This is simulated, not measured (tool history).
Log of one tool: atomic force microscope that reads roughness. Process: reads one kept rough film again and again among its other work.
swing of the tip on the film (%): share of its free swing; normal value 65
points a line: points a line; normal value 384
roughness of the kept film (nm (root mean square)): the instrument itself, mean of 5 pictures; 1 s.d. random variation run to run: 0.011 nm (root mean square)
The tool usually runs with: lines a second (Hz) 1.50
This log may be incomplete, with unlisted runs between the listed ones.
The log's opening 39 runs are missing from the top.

run,day,lines a second (Hz),swing of the tip on the film (%),points a line,pictures with this tip,hours of work since the height scale was calibrated,roughness of the kept film (nm (root mean square))
40,61.842,1.50,65,642,109,685,2.537
# day 62.125: new tip fitted
41,62.796,1.35,59,490,30,700,2.675
42,64.238,1.35,67,395,96,723,2.525
# day 64.846: new tip fitted
43,65.854,0.96,89,895,46,749,2.544
# day 67.546: new tip fitted
44,67.946,2.03,71,895,18,782,2.599
45,69.500,2.52,65,492,89,807,2.510
# day 70.288: new tip fitted
46,71.208,0.59,69,711,42,835,2.647
# day 72.979: new tip fitted
47,73.346,0.95,89,364,17,869,2.585
48,74.775,0.95,73,673,82,892,2.565
# day 75.646: new tip fitted
49,76.854,0.95,73,277,56,925,2.612
50,78.162,1.22,72,655,115,946,2.506
# day 78.304: new tip fitted
51,79.229,0.61,65,655,42,963,2.669
# day 81.042: new tip fitted
52,81.354,0.50,85,384,14,996,2.676

What if the next run were any one of these 3? Each begins from the tool's condition after run 52:
A,82.883,1.50,65,925,83,1021,?
B,82.883,2.27,86,384,83,1021,?
C,82.883,1.89,85,384,83,1021,?

run,roughness of the kept film (nm (root mean square))
A,2.549
B,2.350
C,2.410
Without the tool's hidden state the same runs would have given:
run,roughness of the kept film (nm (root mean square))
A,2.666
B,2.458
C,2.521

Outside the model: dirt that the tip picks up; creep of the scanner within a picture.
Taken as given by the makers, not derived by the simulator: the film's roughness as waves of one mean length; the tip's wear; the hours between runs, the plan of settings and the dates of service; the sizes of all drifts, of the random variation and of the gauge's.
